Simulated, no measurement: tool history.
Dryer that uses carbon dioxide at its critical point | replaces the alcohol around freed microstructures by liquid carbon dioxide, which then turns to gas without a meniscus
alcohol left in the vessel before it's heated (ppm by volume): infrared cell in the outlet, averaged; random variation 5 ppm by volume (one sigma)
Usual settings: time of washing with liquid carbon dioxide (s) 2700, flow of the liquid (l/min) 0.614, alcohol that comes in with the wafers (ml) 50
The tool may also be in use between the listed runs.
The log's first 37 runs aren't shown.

run,hour,time of washing with liquid carbon dioxide (s),flow of the liquid (l/min),alcohol that comes in with the wafers (ml),hours of work since the filter was changed,hours of work since the purifier's bed was changed,alcohol left in the vessel before it's heated (ppm by volume)
38,955.3,2040,0.419,24,64,1107,451
39,981.8,2640,0.419,50,84,1127,421
40,1000.8,2640,0.419,50,98,1141,409
41,1034.7,2220,0.476,50,123,1167,484
# hour 1050.9: purifier's bed changed
42,1057,2220,0.476,50,138,5,301
43,1075.9,2880,0.607,50,152,19,32
44,1101.2,2880,0.931,50,171,38,11
45,1122.3,2880,0.931,50,187,54,14
# hour 1130.9: inlet filter changed
46,1155.3,2400,0.75,53,18,78,37

Forecast each of these 5 alternatives for the next run:
A,1190.1,2400,0.614,69,45,104,?
B,1190.1,2400,0.75,88,45,104,?
C,1190.1,3180,0.449,108,45,104,?
D,1190.1,2340,0.556,50,45,104,?
E,1190.1,2280,0.614,85,45,104,?

run,alcohol left in the vessel before it's heated (ppm by volume)
A,99
B,51
C,167
D,122
E,148
Without the tool's hidden state the same runs would have given:
run,alcohol left in the vessel before it's heated (ppm by volume)
A,73
B,30
C,133
D,93
E,117
